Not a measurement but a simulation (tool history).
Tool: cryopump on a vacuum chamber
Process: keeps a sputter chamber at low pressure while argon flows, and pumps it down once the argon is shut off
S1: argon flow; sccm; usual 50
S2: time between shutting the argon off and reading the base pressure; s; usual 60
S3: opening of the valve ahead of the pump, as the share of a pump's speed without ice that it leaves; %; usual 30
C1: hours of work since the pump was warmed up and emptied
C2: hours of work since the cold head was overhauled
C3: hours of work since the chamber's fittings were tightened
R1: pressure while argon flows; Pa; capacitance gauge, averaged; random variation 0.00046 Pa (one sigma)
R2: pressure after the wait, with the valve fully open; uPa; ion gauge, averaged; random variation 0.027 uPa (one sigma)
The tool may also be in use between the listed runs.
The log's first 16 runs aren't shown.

run,day,S1,S2,S3,C1,C2,C3,R1,R2
17,14.042,50,60,31,805,805,877,0.1415,2.64
18,14.958,28,86,20,816,816,889,0.1218,2.36
# day 15.292: pump warmed up, emptied and cooled again
19,16.062,39,47,17,10,828,900,0.1945,2.72
20,17.292,39,47,17,25,843,915,0.1933,2.78
21,18.421,39,47,17,39,857,929,0.1938,2.78
22,19.392,39,47,17,51,869,941,0.1943,2.89
23,20.212,39,167,35,61,879,951,0.0948,1.89
24,21.254,86,60,50,74,892,964,0.1473,2.54
25,22.238,44,123,16,87,905,977,0.2333,1.97

Forecast run 26:
26,23.058,44,123,16,97,915,987,?,?

R1: 0.2323 Pa
R2: 2.13 uPa
Without the tool's hidden state the same run would have given R1 0.2313 Pa, R2 0.69 uPa.
